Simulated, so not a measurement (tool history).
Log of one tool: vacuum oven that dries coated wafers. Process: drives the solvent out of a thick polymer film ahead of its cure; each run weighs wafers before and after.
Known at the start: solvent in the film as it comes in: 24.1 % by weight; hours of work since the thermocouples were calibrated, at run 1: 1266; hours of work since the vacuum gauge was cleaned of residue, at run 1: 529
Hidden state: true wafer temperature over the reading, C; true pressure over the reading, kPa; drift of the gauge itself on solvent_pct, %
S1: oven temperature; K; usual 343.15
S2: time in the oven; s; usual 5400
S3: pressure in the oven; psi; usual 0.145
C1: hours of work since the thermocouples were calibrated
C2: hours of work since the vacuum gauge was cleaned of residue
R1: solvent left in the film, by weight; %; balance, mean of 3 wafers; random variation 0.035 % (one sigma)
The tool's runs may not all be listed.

Run 1, hour 0.0: usual settings; C1 1266; C2 529. Result: R1 1.39 %.
Run 2, hour 93.6: usual settings but S2 8820 s; C1 1305; C2 569. Result: R1 0.49 %.
Run 3, hour 191.2: usual settings but S2 3480 s; C1 1347; C2 610. Result: R1 3.38 %.
Run 4, hour 278.7: usual settings; C1 1384; C2 648. Result: R1 1.42 %.
Run 5, hour 360.4: usual settings; C1 1418; C2 682. Result: R1 1.36 %.
Run 6, hour 422.7: usual settings; C1 1445; C2 708. Result: R1 1.34 %.
Run 7, hour 470.6: usual settings; C1 1465; C2 729. Result: R1 1.38 %.
Run 8, hour 520.7: usual settings; C1 1486; C2 750. Result: R1 1.34 %.
Run 9, hour 611.9: usual settings; C1 1525; C2 789. Result: R1 1.30 %.
Run 10, hour 698.1: usual settings; C1 1561; C2 825. Result: R1 1.30 %.
Run 11, hour 788.8: usual settings but S1 334.15 K, S2 5040 s, S3 0.292 psi; C1 1600; C2 863. Result: R1 4.13 %.
Run 12, hour 869.7: usual settings but S1 332.15 K, S2 9600 s, S3 0.207 psi; C1 1634; C2 898. Result: R1 1.52 %.
Run 13, hour 931.8: usual settings but S1 332.15 K, S2 9600 s, S3 0.207 psi; C1 1660; C2 924. Result: R1 1.53 %.
Run 14, hour 1025.7: usual settings but S1 332.15 K, S2 9600 s, S3 0.207 psi; C1 1700; C2 964. Result: R1 1.45 %.
At hour 1080.3: oven's thermocouples calibrated.
Run 15, hour 1089.1: usual settings but S1 345.15 K, S2 5760 s, S3 0.091 psi; C1 4; C2 990. Result: R1 1.47 %.
Run 16, hour 1160.9: usual settings but S1 334.15 K, S2 2700 s; C1 34; C2 1020. Result: R1 9.60 %.
Run 17, hour 1261.1: usual settings but S1 339.15 K; C1 77; C2 1063. Result: R1 3.17 %.
Run 18, hour 1357.5: usual settings but S1 344.15 K, S3 0.318 psi; C1 117; C2 1103. Result: R1 2.19 %.
Run 19, hour 1432.9: usual settings but S2 2880 s, S3 0.077 psi; C1 149; C2 1135. Result: R1 5.60 %.

Hidden state at the last listed run before each entry between runs and at the first one after, where it differs:
Between runs 14 and 15: oven's thermocouples calibrated (hour 1080.3)
  true wafer temperature over the reading, C: 4.3 -> -0.33; true pressure over the reading, kPa: 0.089 -> 0.091
  measured less the result without the state, R1: -0.85 -> +0.08 %
